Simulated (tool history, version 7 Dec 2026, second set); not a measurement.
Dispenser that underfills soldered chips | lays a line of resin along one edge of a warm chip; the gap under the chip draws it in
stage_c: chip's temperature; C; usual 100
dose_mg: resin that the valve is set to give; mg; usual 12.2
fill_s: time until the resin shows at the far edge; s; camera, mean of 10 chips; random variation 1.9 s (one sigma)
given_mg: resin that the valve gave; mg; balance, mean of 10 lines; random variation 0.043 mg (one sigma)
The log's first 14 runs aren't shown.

{"run": 15, "hour": 50.9, "stage_c": 102, "dose_mg": 12.2, "fill_s": 300.4, "given_mg": 11.82}
{"run": 16, "hour": 54.1, "stage_c": 102, "dose_mg": 12.2, "fill_s": 358.7, "given_mg": 11.95}
{"hour": 58.4, "done": "new syringe of resin"}
{"run": 17, "hour": 59.0, "stage_c": 108, "dose_mg": 11.1, "fill_s": 162.3, "given_mg": 10.87}
{"run": 18, "hour": 62.3, "stage_c": 87, "dose_mg": 11.1, "fill_s": 364.2, "given_mg": 10.81}
{"run": 19, "hour": 65.8, "stage_c": 112, "dose_mg": 15.1, "fill_s": 207.6, "given_mg": 14.61}
{"run": 20, "hour": 69.1, "stage_c": 112, "dose_mg": 15.1, "fill_s": 257.1, "given_mg": 14.53}
{"run": 21, "hour": 72.5, "stage_c": 112, "dose_mg": 15.1, "fill_s": 314.0, "given_mg": 14.5}
{"hour": 74.3, "done": "new syringe of resin"}
{"run": 22, "hour": 75.1, "stage_c": 103, "dose_mg": 14.3, "fill_s": 177.7, "given_mg": 13.73}
{"run": 23, "hour": 77.9, "stage_c": 109, "dose_mg": 12.2, "fill_s": 183.8, "given_mg": 11.75}
{"run": 24, "hour": 80.9, "stage_c": 97, "dose_mg": 12.2, "fill_s": 309.9, "given_mg": 11.63}
{"run": 25, "hour": 84.9, "stage_c": 97, "dose_mg": 12.2, "fill_s": 389.4, "given_mg": 11.64}
{"hour": 88.1, "done": "dispensing valve cleaned and set on the balance"}
{"run": 26, "hour": 89.9, "stage_c": 91, "dose_mg": 11.1, "fill_s": 599.5, "given_mg": 11.05}
{"hour": 91.3, "done": "new syringe of resin"}
{"run": 27, "hour": 94.6, "stage_c": 91, "dose_mg": 11.1, "fill_s": 302.6, "given_mg": 11.08}
{"run": 28, "hour": 98.5, "stage_c": 91, "dose_mg": 11.7, "fill_s": 375.8, "given_mg": 11.64}
{"run": 29, "hour": 102.1, "stage_c": 91, "dose_mg": 11.7, "fill_s": 467.5, "given_mg": 11.59}
{"run": 30, "hour": 106.0, "stage_c": 91, "dose_mg": 12.4, "fill_s": 583.0, "given_mg": 12.19}
{"hour": 107.3, "done": "new syringe of resin"}
{"run": 31, "hour": 109.8, "stage_c": 95, "dose_mg": 13.1, "fill_s": 252.4, "given_mg": 12.92}

Forecast each of these 4 alternatives for the next run:
{"run": "A", "hour": 112.0, "stage_c": 95, "dose_mg": 13.1, "fill_s": "?", "given_mg": "?"}
{"run": "B", "hour": 112.0, "stage_c": 100, "dose_mg": 12.8, "fill_s": "?", "given_mg": "?"}
{"run": "C", "hour": 112.0, "stage_c": 105, "dose_mg": 11.9, "fill_s": "?", "given_mg": "?"}
{"run": "D", "hour": 112.0, "stage_c": 97, "dose_mg": 10.5, "fill_s": "?", "given_mg": "?"}

run=A fill_s=284.8 given_mg=12.92
run=B fill_s=248.8 given_mg=12.66
run=C fill_s=220.6 given_mg=11.69
run=D fill_s=282.7 given_mg=10.30
Without the tool's hidden state the same runs would have given:
run=A fill_s=209.1 given_mg=13.10
run=B fill_s=182.7 given_mg=12.84
run=C fill_s=162.0 given_mg=11.85
run=D fill_s=207.1 given_mg=10.44
